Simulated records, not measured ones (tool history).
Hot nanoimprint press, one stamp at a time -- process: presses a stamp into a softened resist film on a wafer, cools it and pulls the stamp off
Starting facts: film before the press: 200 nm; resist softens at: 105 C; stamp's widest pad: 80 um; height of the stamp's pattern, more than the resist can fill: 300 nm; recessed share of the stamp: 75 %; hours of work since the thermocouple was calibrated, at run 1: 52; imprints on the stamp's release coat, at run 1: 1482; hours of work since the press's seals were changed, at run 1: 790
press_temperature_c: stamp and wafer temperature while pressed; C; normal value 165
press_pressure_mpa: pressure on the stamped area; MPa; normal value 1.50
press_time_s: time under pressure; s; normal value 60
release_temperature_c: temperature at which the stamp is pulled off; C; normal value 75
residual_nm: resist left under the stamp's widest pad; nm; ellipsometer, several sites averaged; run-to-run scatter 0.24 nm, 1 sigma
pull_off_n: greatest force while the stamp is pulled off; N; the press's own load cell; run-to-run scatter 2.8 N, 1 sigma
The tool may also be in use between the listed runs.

run	day	press_temperature_c	press_pressure_mpa	press_time_s	release_temperature_c	hours of work since the thermocouple was calibrated	imprints on the stamp's release coat	hours of work since the press's seals were changed	residual_nm	pull_off_n
1	0.000	165	1.50	60	75	52	1482	790	117.4	132
2	1.525	165	2.32	60	75	76	1650	814	101.0	132
3	2.879	168	2.32	60	75	97	1799	835	85.3	136
4	4.225	168	2.32	60	75	119	1947	856	85.2	134
# day 5.404: stamp cleaned and given a new release coat
5	6.008	165	1.50	60	75	143	66	881	117.6	136
6	7.067	165	1.50	60	75	159	183	897	117.9	130
7	8.342	165	1.46	118	75	179	323	917	93.8	134
# day 9.912: press's hydraulic seals changed and the load cell set to zero
8	9.917	165	1.46	118	75	199	460	0	93.6	134
9	11.183	174	1.01	67	79	219	599	20	83.1	124
10	12.221	170	1.50	48	70	235	713	36	99.3	144
11	14.079	167	1.50	79	75	265	918	66	96.5	129

How the hidden state differs across the entries between the runs, from the last listed run before each to the first after it:
After run 4, before run 5: stamp cleaned and given a new release coat (day 5.404)
  grip of the stamp's worn release coat, % over a new coat's: 1.9 -> 0.1; drift of the gauge itself on residual_nm, %: 0.22 -> 0.3
  measured result minus the result with no hidden state, residual_nm: +0.2 -> +0.4 nm; pull_off_n: +3 -> +0 N
After run 7, before run 8: press's hydraulic seals changed and the load cell set to zero (day 9.912)
  pressure that arrives at the usual setting, %: 99.77 -> 100.01; grip of the stamp's worn release coat, % over a new coat's: 0.3 -> 0.4; drift of the gauge itself on residual_nm, %: 0.43 -> 0.49
  measured result minus the result with no hidden state, residual_nm: +0.4 -> +0.4 nm; pull_off_n: +1 -> +0 N

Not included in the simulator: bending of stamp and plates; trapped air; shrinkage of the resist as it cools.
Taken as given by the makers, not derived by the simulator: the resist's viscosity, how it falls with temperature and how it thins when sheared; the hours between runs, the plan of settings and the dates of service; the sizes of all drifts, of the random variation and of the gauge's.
